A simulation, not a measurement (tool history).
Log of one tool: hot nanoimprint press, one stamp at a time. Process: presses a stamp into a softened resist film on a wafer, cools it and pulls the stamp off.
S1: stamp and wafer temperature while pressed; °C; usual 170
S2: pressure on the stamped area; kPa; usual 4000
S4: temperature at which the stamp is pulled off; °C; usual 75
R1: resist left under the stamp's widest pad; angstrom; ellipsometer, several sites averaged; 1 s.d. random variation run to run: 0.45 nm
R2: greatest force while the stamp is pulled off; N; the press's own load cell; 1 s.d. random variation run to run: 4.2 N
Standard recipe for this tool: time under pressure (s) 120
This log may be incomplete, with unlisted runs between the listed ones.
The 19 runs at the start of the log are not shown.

{"run": 20, "hour": 186.3, "S1": 175, "S2": 4490, "time under pressure (s)": 202, "S4": 76, "R1": 582, "R2": 230}
{"run": 21, "hour": 200.7, "S1": 177, "S2": 4490, "time under pressure (s)": 145, "S4": 76, "R1": 597, "R2": 244}
{"run": 22, "hour": 212.5, "S1": 177, "S2": 4490, "time under pressure (s)": 145, "S4": 76, "R1": 585, "R2": 233}
{"run": 23, "hour": 223.8, "S1": 177, "S2": 4490, "time under pressure (s)": 145, "S4": 76, "R1": 602, "R2": 239}
{"run": 24, "hour": 236.0, "S1": 177, "S2": 4490, "time under pressure (s)": 145, "S4": 76, "R1": 597, "R2": 235}
{"run": 25, "hour": 244.4, "S1": 177, "S2": 4490, "time under pressure (s)": 145, "S4": 76, "R1": 595, "R2": 249}
{"run": 26, "hour": 252.3, "S1": 177, "S2": 4490, "time under pressure (s)": 145, "S4": 76, "R1": 593, "R2": 239}
{"run": 27, "hour": 259.1, "S1": 177, "S2": 4490, "time under pressure (s)": 145, "S4": 76, "R1": 592, "R2": 242}
{"run": 28, "hour": 274.5, "S1": 170, "S2": 2750, "time under pressure (s)": 120, "S4": 75, "R1": 1187, "R2": 245}
{"run": 29, "hour": 289.9, "S1": 170, "S2": 2750, "time under pressure (s)": 120, "S4": 75, "R1": 1185, "R2": 255}
{"run": 30, "hour": 301.8, "S1": 170, "S2": 2750, "time under pressure (s)": 120, "S4": 75, "R1": 1184, "R2": 245}

Forecast each of these 3 alternatives for the next run:
{"run": "A", "hour": 312.0, "S1": 165, "S2": 3500, "time under pressure (s)": 79, "S4": 75, "R1": "?", "R2": "?"}
{"run": "B", "hour": 312.0, "S1": 165, "S2": 5380, "time under pressure (s)": 120, "S4": 81, "R1": "?", "R2": "?"}
{"run": "C", "hour": 312.0, "S1": 164, "S2": 6270, "time under pressure (s)": 120, "S4": 63, "R1": "?", "R2": "?"}

run=A R1=1526 R2=255
run=B R1=1219 R2=230
run=C R1=1215 R2=295
What these runs would have given with no unlogged condition in the tool:
run=A R1=1503 R2=207
run=B R1=1187 R2=186
run=C R1=1180 R2=240
